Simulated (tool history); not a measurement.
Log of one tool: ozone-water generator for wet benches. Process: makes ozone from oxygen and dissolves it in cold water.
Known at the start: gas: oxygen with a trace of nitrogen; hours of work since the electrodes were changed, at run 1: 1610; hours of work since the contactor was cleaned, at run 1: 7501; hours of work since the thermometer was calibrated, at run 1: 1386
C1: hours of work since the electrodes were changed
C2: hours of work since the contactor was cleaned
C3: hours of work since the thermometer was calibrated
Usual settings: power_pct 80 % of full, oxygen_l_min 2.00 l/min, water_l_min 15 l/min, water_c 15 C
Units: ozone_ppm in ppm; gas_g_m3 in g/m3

{"run": 1, "hour": 0.0, "power_pct": 80, "oxygen_l_min": 2.0, "water_l_min": 15, "water_c": 15, "C1": 1610, "C2": 7501, "C3": 1386, "ozone_ppm": 10.9, "gas_g_m3": 164.6}
{"run": 2, "hour": 63.3, "power_pct": 80, "oxygen_l_min": 2.0, "water_l_min": 15, "water_c": 15, "C1": 1661, "C2": 7552, "C3": 1437, "ozone_ppm": 11.0, "gas_g_m3": 166.1}
{"run": 3, "hour": 124.3, "power_pct": 80, "oxygen_l_min": 2.0, "water_l_min": 15, "water_c": 15, "C1": 1710, "C2": 7601, "C3": 1486, "ozone_ppm": 10.9, "gas_g_m3": 165.4}
{"run": 4, "hour": 192.7, "power_pct": 80, "oxygen_l_min": 2.0, "water_l_min": 15, "water_c": 15, "C1": 1765, "C2": 7657, "C3": 1541, "ozone_ppm": 10.9, "gas_g_m3": 165.3}
{"run": 5, "hour": 265.8, "power_pct": 80, "oxygen_l_min": 2.0, "water_l_min": 18, "water_c": 15, "C1": 1824, "C2": 7716, "C3": 1600, "ozone_ppm": 8.8, "gas_g_m3": 164.2}
{"run": 6, "hour": 333.3, "power_pct": 80, "oxygen_l_min": 2.0, "water_l_min": 18, "water_c": 15, "C1": 1878, "C2": 7770, "C3": 1655, "ozone_ppm": 8.6, "gas_g_m3": 162.2}
{"run": 7, "hour": 418.6, "power_pct": 80, "oxygen_l_min": 2.0, "water_l_min": 18, "water_c": 15, "C1": 1947, "C2": 7839, "C3": 1724, "ozone_ppm": 9.0, "gas_g_m3": 164.2}
{"hour": 427.9, "done": "contactor cleaned"}
{"run": 8, "hour": 478.7, "power_pct": 80, "oxygen_l_min": 2.0, "water_l_min": 15, "water_c": 15, "C1": 1992, "C2": 41, "C3": 1769, "ozone_ppm": 11.9, "gas_g_m3": 164.0}
{"run": 9, "hour": 544.7, "power_pct": 80, "oxygen_l_min": 2.0, "water_l_min": 15, "water_c": 15, "C1": 2046, "C2": 94, "C3": 1822, "ozone_ppm": 11.5, "gas_g_m3": 162.2}
{"run": 10, "hour": 586.5, "power_pct": 80, "oxygen_l_min": 2.0, "water_l_min": 15, "water_c": 15, "C1": 2079, "C2": 128, "C3": 1856, "ozone_ppm": 11.7, "gas_g_m3": 162.0}
{"run": 11, "hour": 667.1, "power_pct": 49, "oxygen_l_min": 2.0, "water_l_min": 15, "water_c": 15, "C1": 2144, "C2": 193, "C3": 1921, "ozone_ppm": 7.6, "gas_g_m3": 105.2}
{"run": 12, "hour": 714.7, "power_pct": 80, "oxygen_l_min": 2.0, "water_l_min": 15, "water_c": 15, "C1": 2183, "C2": 231, "C3": 1959, "ozone_ppm": 11.8, "gas_g_m3": 162.4}
{"run": 13, "hour": 767.4, "power_pct": 80, "oxygen_l_min": 2.0, "water_l_min": 15, "water_c": 15, "C1": 2225, "C2": 274, "C3": 2002, "ozone_ppm": 11.5, "gas_g_m3": 162.8}
{"run": 14, "hour": 837.0, "power_pct": 45, "oxygen_l_min": 1.98, "water_l_min": 15, "water_c": 12, "C1": 2281, "C2": 330, "C3": 2058, "ozone_ppm": 7.2, "gas_g_m3": 98.0}
{"run": 15, "hour": 890.7, "power_pct": 45, "oxygen_l_min": 1.98, "water_l_min": 15, "water_c": 12, "C1": 2325, "C2": 373, "C3": 2101, "ozone_ppm": 7.1, "gas_g_m3": 98.1}
{"run": 16, "hour": 968.9, "power_pct": 54, "oxygen_l_min": 1.44, "water_l_min": 14, "water_c": 16, "C1": 2388, "C2": 436, "C3": 2164, "ozone_ppm": 8.8, "gas_g_m3": 143.0}
{"run": 17, "hour": 1064.7, "power_pct": 54, "oxygen_l_min": 1.44, "water_l_min": 14, "water_c": 16, "C1": 2465, "C2": 514, "C3": 2241, "ozone_ppm": 8.5, "gas_g_m3": 143.7}
{"hour": 1070.7, "done": "water thermometer calibrated"}
{"run": 18, "hour": 1154.5, "power_pct": 54, "oxygen_l_min": 1.44, "water_l_min": 14, "water_c": 16, "C1": 2537, "C2": 586, "C3": 68, "ozone_ppm": 8.6, "gas_g_m3": 142.8}
{"run": 19, "hour": 1207.9, "power_pct": 43, "oxygen_l_min": 1.44, "water_l_min": 14, "water_c": 12, "C1": 2580, "C2": 629, "C3": 111, "ozone_ppm": 7.3, "gas_g_m3": 118.1}
{"run": 20, "hour": 1255.1, "power_pct": 43, "oxygen_l_min": 1.44, "water_l_min": 14, "water_c": 12, "C1": 2618, "C2": 667, "C3": 149, "ozone_ppm": 7.4, "gas_g_m3": 118.8}
{"hour": 1312.5, "done": "water thermometer calibrated, once more"}
{"run": 21, "hour": 1335.0, "power_pct": 43, "oxygen_l_min": 1.44, "water_l_min": 23, "water_c": 20, "C1": 2682, "C2": 731, "C3": 18, "ozone_ppm": 3.9, "gas_g_m3": 117.6}
{"run": 22, "hour": 1412.7, "power_pct": 45, "oxygen_l_min": 1.09, "water_l_min": 15, "water_c": 15, "C1": 2745, "C2": 793, "C3": 81, "ozone_ppm": 6.8, "gas_g_m3": 148.4}
{"run": 23, "hour": 1498.7, "power_pct": 75, "oxygen_l_min": 2.18, "water_l_min": 15, "water_c": 15, "C1": 2814, "C2": 863, "C3": 150, "ozone_ppm": 10.7, "gas_g_m3": 141.5}
{"run": 24, "hour": 1538.3, "power_pct": 75, "oxygen_l_min": 2.18, "water_l_min": 15, "water_c": 15, "C1": 2846, "C2": 895, "C3": 182, "ozone_ppm": 10.8, "gas_g_m3": 141.9}
{"run": 25, "hour": 1615.6, "power_pct": 75, "oxygen_l_min": 1.83, "water_l_min": 15, "water_c": 15, "C1": 2908, "C2": 957, "C3": 244, "ozone_ppm": 10.7, "gas_g_m3": 159.8}

5 ways to go on from here, each from the tool as it stands after run 25. What would each give?
{"run": "A", "hour": 1656.2, "power_pct": 45, "oxygen_l_min": 1.83, "water_l_min": 15, "water_c": 15, "C1": 2941, "C2": 990, "C3": 277, "ozone_ppm": "?", "gas_g_m3": "?"}
{"run": "B", "hour": 1656.2, "power_pct": 55, "oxygen_l_min": 2.0, "water_l_min": 21, "water_c": 15, "C1": 2941, "C2": 990, "C3": 277, "ozone_ppm": "?", "gas_g_m3": "?"}
{"run": "C", "hour": 1656.2, "power_pct": 80, "oxygen_l_min": 2.0, "water_l_min": 15, "water_c": 17, "C1": 2941, "C2": 990, "C3": 277, "ozone_ppm": "?", "gas_g_m3": "?"}
{"run": "D", "hour": 1656.2, "power_pct": 44, "oxygen_l_min": 1.83, "water_l_min": 12, "water_c": 11, "C1": 2941, "C2": 990, "C3": 277, "ozone_ppm": "?", "gas_g_m3": "?"}
{"run": "E", "hour": 1656.2, "power_pct": 75, "oxygen_l_min": 2.99, "water_l_min": 10, "water_c": 15, "C1": 2941, "C2": 990, "C3": 277, "ozone_ppm": "?", "gas_g_m3": "?"}

run=A ozone_ppm=6.8 gas_g_m3=103.2
run=B ozone_ppm=5.5 gas_g_m3=113.5
run=C ozone_ppm=11.2 gas_g_m3=159.7
run=D ozone_ppm=9.0 gas_g_m3=101.6
run=E ozone_ppm=15.6 gas_g_m3=114.0
Without the tool's hidden state the same runs would have given:
run=A ozone_ppm=7.2 gas_g_m3=107.4
run=B ozone_ppm=5.9 gas_g_m3=119.6
run=C ozone_ppm=12.2 gas_g_m3=171.9
run=D ozone_ppm=9.4 gas_g_m3=105.6
run=E ozone_ppm=16.8 gas_g_m3=122.3
